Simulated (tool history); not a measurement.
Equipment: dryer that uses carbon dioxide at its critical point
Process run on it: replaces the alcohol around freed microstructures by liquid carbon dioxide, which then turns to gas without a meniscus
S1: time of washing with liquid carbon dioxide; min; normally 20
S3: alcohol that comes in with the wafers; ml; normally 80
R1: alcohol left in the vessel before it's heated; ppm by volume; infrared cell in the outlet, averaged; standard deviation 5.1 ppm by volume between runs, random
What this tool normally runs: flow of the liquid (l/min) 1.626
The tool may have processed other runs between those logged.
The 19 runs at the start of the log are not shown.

{"run": 20, "hour": 238.9, "S1": 15, "flow of the liquid (l/min)": 1.2, "S3": 27, "R1": 464}
{"run": 21, "hour": 251.8, "S1": 15, "flow of the liquid (l/min)": 1.2, "S3": 27, "R1": 447}
{"run": 22, "hour": 264.7, "S1": 17, "flow of the liquid (l/min)": 1.0, "S3": 30, "R1": 553}
{"run": 23, "hour": 278.1, "S1": 15, "flow of the liquid (l/min)": 1.68, "S3": 80, "R1": 454}
{"run": 24, "hour": 292.5, "S1": 14, "flow of the liquid (l/min)": 2.17, "S3": 80, "R1": 268}
{"run": 25, "hour": 310.6, "S1": 22, "flow of the liquid (l/min)": 0.99, "S3": 80, "R1": 685}
{"run": 26, "hour": 321.7, "S1": 16, "flow of the liquid (l/min)": 2.66, "S3": 80, "R1": 155}
{"run": 27, "hour": 338.1, "S1": 20, "flow of the liquid (l/min)": 1.59, "S3": 80, "R1": 254}
{"run": 28, "hour": 350.3, "S1": 20, "flow of the liquid (l/min)": 1.33, "S3": 92, "R1": 464}
{"run": 29, "hour": 363.9, "S1": 20, "flow of the liquid (l/min)": 1.18, "S3": 92, "R1": 647}
{"hour": 370.3, "done": "inlet filter changed"}
{"run": 30, "hour": 377.6, "S1": 20, "flow of the liquid (l/min)": 2.42, "S3": 45, "R1": 146}
{"run": 31, "hour": 396.6, "S1": 16, "flow of the liquid (l/min)": 1.84, "S3": 66, "R1": 247}
{"run": 32, "hour": 413.2, "S1": 15, "flow of the liquid (l/min)": 1.92, "S3": 30, "R1": 197}
{"run": 33, "hour": 430.9, "S1": 15, "flow of the liquid (l/min)": 1.92, "S3": 30, "R1": 210}
{"run": 34, "hour": 449.6, "S1": 15, "flow of the liquid (l/min)": 1.92, "S3": 30, "R1": 207}

Alternative continuations, all from the tool just after run 34; predict every row:
{"run": "A", "hour": 466.5, "S1": 29, "flow of the liquid (l/min)": 1.626, "S3": 80, "R1": "?"}
{"run": "B", "hour": 466.5, "S1": 17, "flow of the liquid (l/min)": 2.27, "S3": 30, "R1": "?"}
{"run": "C", "hour": 466.5, "S1": 19, "flow of the liquid (l/min)": 1.626, "S3": 80, "R1": "?"}

run=A R1=174
run=B R1=182
run=C R1=240
Without the tool's hidden state the same runs would have given:
run=A R1=12
run=B R1=18
run=C R1=69
